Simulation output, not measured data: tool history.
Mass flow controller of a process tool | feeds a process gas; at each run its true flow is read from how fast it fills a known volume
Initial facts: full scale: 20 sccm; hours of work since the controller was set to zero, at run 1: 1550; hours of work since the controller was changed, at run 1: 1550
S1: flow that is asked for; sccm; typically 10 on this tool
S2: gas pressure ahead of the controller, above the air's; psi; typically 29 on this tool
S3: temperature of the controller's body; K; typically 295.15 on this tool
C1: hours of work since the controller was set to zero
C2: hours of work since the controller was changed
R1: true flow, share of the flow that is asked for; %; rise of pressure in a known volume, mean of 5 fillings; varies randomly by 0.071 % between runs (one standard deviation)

| run | hour | S1 | S2 | S3 | C1 | C2 | R1 |
|---|---|---|---|---|---|---|---|
| 1 | 0 | 10 | 29 | 295.15 | 1550 | 1550 | 99.78 |
| 2 | 286.9 | 10 | 29 | 295.15 | 1728 | 1728 | 99.9 |
| 3 | 533 | 10 | 29 | 295.15 | 1881 | 1881 | 99.85 |
| 4 | 806.6 | 10 | 29 | 295.15 | 2051 | 2051 | 99.87 |
| 5 | 1045.5 | 10 | 33.5 | 295.15 | 2200 | 2200 | 99.83 |
| 6 | 1348 | 10 | 33.5 | 295.15 | 2388 | 2388 | 99.95 |
| 7 | 1608.3 | 7 | 29 | 295.15 | 2550 | 2550 | 99.88 |
| 8 | 1890.4 | 7 | 29 | 295.15 | 2725 | 2725 | 100.02 |
| 9 | 2076.3 | 7 | 29 | 295.15 | 2841 | 2841 | 99.83 |
| 10 | 2260.3 | 7 | 29 | 295.15 | 2955 | 2955 | 99.92 |
| 11 | 2569.5 | 7 | 29 | 295.15 | 3148 | 3148 | 99.94 |
| 12 | 2733 | 7 | 29 | 295.15 | 3249 | 3249 | 99.91 |
| 13 | 3008.2 | 7 | 29 | 295.15 | 3421 | 3421 | 100.02 |
| 14 | 3183 | 10 | 21.2 | 295.15 | 3529 | 3529 | 99.69 |
| 15 | 3351 | 10 | 21.2 | 295.15 | 3634 | 3634 | 99.64 |
| 16 | 3570.7 | 10 | 21.2 | 295.15 | 3770 | 3770 | 99.58 |
| 17 | 3734.7 | 7 | 36.5 | 309.15 | 3872 | 3872 | 98.96 |
| 18 | 4027.9 | 18 | 25.2 | 303.15 | 4055 | 4055 | 99.13 |

Below are 3 alternative next runs, each starting from the tool's condition after run 18. Predict each:
| A | 4213 | 17 | 25.8 | 298.15 | 4170 | 4170 | ? |
| B | 4213 | 10 | 31.3 | 295.15 | 4170 | 4170 | ? |
| C | 4213 | 4 | 20.6 | 312.15 | 4170 | 4170 | ? |

| run | R1 |
|---|---|
| A | 99.38 |
| B | 99.97 |
| C | 98.93 |
What these runs would have given with no unlogged condition in the tool:
| run | R1 |
|---|---|
| A | 99.68 |
| B | 100 |
| C | 97.99 |
